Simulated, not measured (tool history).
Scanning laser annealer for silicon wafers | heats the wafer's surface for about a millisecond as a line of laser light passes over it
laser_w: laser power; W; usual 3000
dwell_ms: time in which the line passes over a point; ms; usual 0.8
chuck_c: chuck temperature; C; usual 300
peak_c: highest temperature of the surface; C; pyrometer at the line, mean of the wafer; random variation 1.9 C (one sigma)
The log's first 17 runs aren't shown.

run     day  laser_w  dwell_ms  chuck_c  peak_c
 18  17.425     3000     0.748      300    1069
 19  18.388     3000     0.748      300    1071
 20  19.625     2723       0.8      303    1023
 21  20.908     2723       0.8      303    1021
 22  21.754     2669     0.827      325    1040
 23  22.333     2847       0.8      307    1058
 24  23.012     2931      0.93      307    1135
 25  23.704     2881      0.93      307    1118
 26  24.579     2679     0.954      324    1087
 27  25.767     3000     0.643      300    1017
 28  26.971     3171     0.696      264    1046
 29  28.354     3000     0.722      334    1088
 30  29.388     2674     0.881      310    1041
 31   30.05     3000       0.8      317    1102
 32  30.938     3003       0.8      327    1113

The next listed run, before its measurement:
 33  31.575     3003       0.8      327       ?

{"run 33": {"peak_c": 1110}}
Without the tool's hidden state the same run would have given peak_c 1141 C.
